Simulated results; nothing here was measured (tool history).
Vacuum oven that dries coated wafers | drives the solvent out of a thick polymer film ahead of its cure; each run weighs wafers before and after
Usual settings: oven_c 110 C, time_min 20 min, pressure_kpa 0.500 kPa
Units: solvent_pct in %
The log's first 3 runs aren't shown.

run     day  oven_c  time_min  pressure_kpa  solvent_pct
  4   1.725     110        10         0.500         7.44
  5   2.354     110        10         0.500         7.22
  6   2.858     110        14         0.500         5.70
  7   3.358     110        20         0.583         3.98
  8   3.862     110        20         0.583         3.94
  9   4.642     110        20         0.583         3.79
 10   5.446      99        20         0.500         6.41
 11   5.962     110        20         0.279         3.78
 12   6.429     110        20         0.279         3.55
 13   7.275     110        20         0.279         3.68
 14   7.667     110        20         0.279         3.73
 15   8.558     110        20         0.279         3.75
 16   9.012     110        15         0.279         5.19
 17   9.846     110        15         0.279         5.16
 18  10.475     110        15         0.500         5.22
 19  11.275     110        15         0.500         5.26
 20  12.133     110        20         0.500         3.96
 21  12.775      99        13         0.500         8.44
 22  13.271      99        13         0.500         8.18
 23  13.767      99        13         0.500         8.49
 24  14.288      97        13         0.972         9.37
 25  14.912     115        28         0.279         1.58
 26  15.808     115        28         0.279         1.46

Forecast run 27:
 27  16.362     109        11         0.500            ?

{"run 27": {"solvent_pct": 7.06}}
Without the tool's hidden state the same run would have given solvent_pct 7.05 %.

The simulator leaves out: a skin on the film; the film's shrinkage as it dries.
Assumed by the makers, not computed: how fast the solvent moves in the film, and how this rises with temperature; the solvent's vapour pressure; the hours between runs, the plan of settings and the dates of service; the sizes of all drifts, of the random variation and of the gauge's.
